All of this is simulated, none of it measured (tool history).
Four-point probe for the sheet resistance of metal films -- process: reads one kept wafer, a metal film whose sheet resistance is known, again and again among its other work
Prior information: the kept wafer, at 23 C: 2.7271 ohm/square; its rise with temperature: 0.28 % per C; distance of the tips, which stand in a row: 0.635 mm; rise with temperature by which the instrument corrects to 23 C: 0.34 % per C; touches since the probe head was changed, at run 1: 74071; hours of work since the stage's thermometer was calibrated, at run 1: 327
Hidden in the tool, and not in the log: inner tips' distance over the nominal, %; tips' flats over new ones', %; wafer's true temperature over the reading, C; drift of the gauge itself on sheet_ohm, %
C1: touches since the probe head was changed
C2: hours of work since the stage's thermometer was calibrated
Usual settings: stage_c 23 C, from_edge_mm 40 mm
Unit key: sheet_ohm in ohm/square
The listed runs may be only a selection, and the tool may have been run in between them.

run 1 hour=0.0 | stage_c=23 from_edge_mm=40 | C1=74071 C2=327 | sheet_ohm=2.744492
run 2 hour=29.9 | stage_c=23 from_edge_mm=40 | C1=75132 C2=347 | sheet_ohm=2.744177
run 3 hour=80.0 | stage_c=23 from_edge_mm=40 | C1=76907 C2=380 | sheet_ohm=2.745665
run 4 hour=130.7 | stage_c=23 from_edge_mm=40 | C1=78703 C2=414 | sheet_ohm=2.743894
run 5 hour=154.9 | stage_c=23 from_edge_mm=40 | C1=79559 C2=431 | sheet_ohm=2.744918
run 6 hour=189.1 | stage_c=23 from_edge_mm=67 | C1=80773 C2=453 | sheet_ohm=2.745361
run 7 hour=231.7 | stage_c=23 from_edge_mm=67 | C1=82282 C2=482 | sheet_ohm=2.744919
run 8 hour=271.1 | stage_c=19 from_edge_mm=67 | C1=83677 C2=508 | sheet_ohm=2.751652
run 9 hour=322.0 | stage_c=19 from_edge_mm=67 | C1=85483 C2=542 | sheet_ohm=2.751172
run 10 hour=355.2 | stage_c=19 from_edge_mm=67 | C1=86657 C2=565 | sheet_ohm=2.752758
run 11 hour=401.6 | stage_c=19 from_edge_mm=67 | C1=88302 C2=596 | sheet_ohm=2.751615
run 12 hour=438.1 | stage_c=33 from_edge_mm=67 | C1=89597 C2=620 | sheet_ohm=2.729811
run 13 hour=459.2 | stage_c=33 from_edge_mm=67 | C1=90344 C2=634 | sheet_ohm=2.730747
run 14 hour=505.1 | stage_c=21 from_edge_mm=67 | C1=91971 C2=665 | sheet_ohm=2.748952
run 15 hour=537.5 | stage_c=29 from_edge_mm=18 | C1=93119 C2=687 | sheet_ohm=2.737707
run 16 hour=569.4 | stage_c=21 from_edge_mm=6 | C1=94250 C2=708 | sheet_ohm=2.765373
run 17 hour=612.6 | stage_c=21 from_edge_mm=6 | C1=95781 C2=737 | sheet_ohm=2.765809
run 18 hour=642.8 | stage_c=24 from_edge_mm=36 | C1=96851 C2=757 | sheet_ohm=2.745173
run 19 hour=670.9 | stage_c=24 from_edge_mm=36 | C1=97847 C2=776 | sheet_ohm=2.745576
run 20 hour=704.0 | stage_c=20 from_edge_mm=13 | C1=99019 C2=798 | sheet_ohm=2.754144
run 21 hour=733.6 | stage_c=32 from_edge_mm=50 | C1=100067 C2=818 | sheet_ohm=2.730791
run 22 hour=761.5 | stage_c=35 from_edge_mm=45 | C1=101057 C2=837 | sheet_ohm=2.728796
run 23 hour=810.5 | stage_c=35 from_edge_mm=45 | C1=102794 C2=869 | sheet_ohm=2.728231
run 24 hour=844.4 | stage_c=35 from_edge_mm=45 | C1=103993 C2=892 | sheet_ohm=2.728436
run 25 hour=875.4 | stage_c=27 from_edge_mm=8 | C1=105092 C2=913 | sheet_ohm=2.748994
run 26 hour=926.5 | stage_c=18 from_edge_mm=14 | C1=106903 C2=947 | sheet_ohm=2.758290

Alternative continuations, all from the tool just after run 26; predict every row:
run A hour=970.9 | stage_c=18 from_edge_mm=5 | C1=108478 C2=977 | sheet_ohm=?
run B hour=970.9 | stage_c=23 from_edge_mm=55 | C1=108478 C2=977 | sheet_ohm=?
run C hour=970.9 | stage_c=18 from_edge_mm=16 | C1=108478 C2=977 | sheet_ohm=?
run D hour=970.9 | stage_c=33 from_edge_mm=21 | C1=108478 C2=977 | sheet_ohm=?
run E hour=970.9 | stage_c=18 from_edge_mm=40 | C1=108478 C2=977 | sheet_ohm=?

run=A sheet_ohm=2.779680
run=B sheet_ohm=2.747545
run=C sheet_ohm=2.757350
run=D sheet_ohm=2.732666
run=E sheet_ohm=2.755690
With no hidden state in the tool, these same runs would have given:
run=A sheet_ohm=2.759557
run=B sheet_ohm=2.727603
run=C sheet_ohm=2.737375
run=D sheet_ohm=2.712761
run=E sheet_ohm=2.735726
